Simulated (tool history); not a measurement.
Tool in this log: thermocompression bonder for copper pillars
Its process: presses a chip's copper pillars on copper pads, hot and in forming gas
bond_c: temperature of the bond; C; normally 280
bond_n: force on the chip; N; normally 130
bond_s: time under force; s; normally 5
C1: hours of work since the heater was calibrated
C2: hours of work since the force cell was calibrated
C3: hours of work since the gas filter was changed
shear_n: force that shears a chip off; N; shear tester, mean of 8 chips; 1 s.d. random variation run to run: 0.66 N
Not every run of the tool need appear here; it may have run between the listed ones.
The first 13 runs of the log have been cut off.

{"run": 14, "hour": 83.6, "bond_c": 280, "bond_n": 130, "bond_s": 5, "C1": 279, "C2": 230, "C3": 26, "shear_n": 64.1}
{"run": 15, "hour": 91.0, "bond_c": 280, "bond_n": 130, "bond_s": 3, "C1": 284, "C2": 236, "C3": 32, "shear_n": 53.6}
{"run": 16, "hour": 100.2, "bond_c": 276, "bond_n": 130, "bond_s": 5, "C1": 291, "C2": 242, "C3": 38, "shear_n": 61.6}
{"run": 17, "hour": 106.3, "bond_c": 289, "bond_n": 130, "bond_s": 5, "C1": 296, "C2": 247, "C3": 43, "shear_n": 70.8}
{"run": 18, "hour": 115.8, "bond_c": 289, "bond_n": 130, "bond_s": 5, "C1": 303, "C2": 254, "C3": 50, "shear_n": 70}
{"run": 19, "hour": 123.4, "bond_c": 289, "bond_n": 130, "bond_s": 5, "C1": 308, "C2": 259, "C3": 55, "shear_n": 71.1}
{"run": 20, "hour": 132.6, "bond_c": 289, "bond_n": 130, "bond_s": 5, "C1": 315, "C2": 266, "C3": 62, "shear_n": 71.5}
{"run": 21, "hour": 137.5, "bond_c": 282, "bond_n": 121, "bond_s": 5, "C1": 319, "C2": 270, "C3": 66, "shear_n": 62.8}
{"run": 22, "hour": 141.8, "bond_c": 305, "bond_n": 151, "bond_s": 4, "C1": 322, "C2": 273, "C3": 69, "shear_n": 80.6}
{"run": 23, "hour": 149.8, "bond_c": 305, "bond_n": 151, "bond_s": 4, "C1": 328, "C2": 279, "C3": 75, "shear_n": 83.2}
{"run": 24, "hour": 158.5, "bond_c": 288, "bond_n": 86, "bond_s": 3, "C1": 334, "C2": 285, "C3": 81, "shear_n": 44.7}
{"run": 25, "hour": 165.9, "bond_c": 288, "bond_n": 86, "bond_s": 3, "C1": 339, "C2": 290, "C3": 87, "shear_n": 45.1}
{"run": 26, "hour": 171.1, "bond_c": 280, "bond_n": 115, "bond_s": 6, "C1": 343, "C2": 294, "C3": 90, "shear_n": 62.5}
{"run": 27, "hour": 179.5, "bond_c": 280, "bond_n": 85, "bond_s": 4, "C1": 349, "C2": 300, "C3": 97, "shear_n": 45.8}
{"run": 28, "hour": 188.3, "bond_c": 280, "bond_n": 85, "bond_s": 4, "C1": 356, "C2": 307, "C3": 103, "shear_n": 44.5}
{"run": 29, "hour": 195.4, "bond_c": 280, "bond_n": 85, "bond_s": 4, "C1": 361, "C2": 312, "C3": 108, "shear_n": 43.6}
{"run": 30, "hour": 203.1, "bond_c": 284, "bond_n": 93, "bond_s": 3, "C1": 367, "C2": 318, "C3": 114, "shear_n": 44.5}
{"run": 31, "hour": 210.3, "bond_c": 264, "bond_n": 93, "bond_s": 3, "C1": 372, "C2": 323, "C3": 119, "shear_n": 35.2}
{"run": 32, "hour": 214.9, "bond_c": 264, "bond_n": 93, "bond_s": 3, "C1": 375, "C2": 326, "C3": 122, "shear_n": 33.8}
{"run": 33, "hour": 219.6, "bond_c": 264, "bond_n": 93, "bond_s": 3, "C1": 379, "C2": 330, "C3": 126, "shear_n": 34.6}

What will run 34 give?
{"run": 34, "hour": 226.3, "bond_c": 296, "bond_n": 85, "bond_s": 13, "C1": 384, "C2": 335, "C3": 131, "shear_n": "?"}

{"run 34": {"shear_n": 78.7}}
Minus the tool's unlogged condition, the same run would have read shear_n 78.5 N.
